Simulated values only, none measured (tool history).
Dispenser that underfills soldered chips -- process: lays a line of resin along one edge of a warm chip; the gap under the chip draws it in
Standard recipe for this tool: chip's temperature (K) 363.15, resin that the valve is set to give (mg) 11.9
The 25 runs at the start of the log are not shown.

run   hour  chip's temperature (K)  resin that the valve is set to give (mg)  time until the resin shows at the far edge (s)  resin that the valve gave (mg)
 26  129.1                  372.15                                      11.9                                           126.5                           11.89
     133.2  -- new syringe of resin
 27  133.9                  372.15                                      11.9                                            91.4                           11.81
 28  140.6                  361.15                                      15.4                                           161.5                           15.34
 29  145.2                  352.15                                      12.2                                           271.4                           11.96
     149.8  -- new syringe of resin
 30  150.5                  353.15                                      14.7                                           184.4                           14.47
 31  154.5                  351.15                                      10.9                                           233.3                           10.70
 32  158.4                  361.15                                      15.0                                           164.5                           14.69
 33  163.9                  363.15                                      12.0                                           187.6                           11.74
     166.2  -- new syringe of resin
 34  168.8                  363.15                                      12.0                                           139.8                           11.73
 35  174.3                  363.15                                      12.0                                           160.6                           11.73

Forecast each of these 3 alternatives for the next run:
  A  180.5                  354.15                                      12.0                                               ?                               ?
  B  180.5                  355.15                                      11.9                                               ?                               ?
  C  180.5                  363.15                                      12.4                                               ?                               ?

run  time until the resin shows at the far edge (s)  resin that the valve gave (mg)
  A                                           274.3                           11.77
  B                                           261.3                           11.54
  C                                           191.3                           12.00
With no hidden state in the tool, these same runs would have given:
run  time until the resin shows at the far edge (s)  resin that the valve gave (mg)
  A                                           176.3                           12.08
  B                                           168.1                           11.84
  C                                           123.1                           12.32
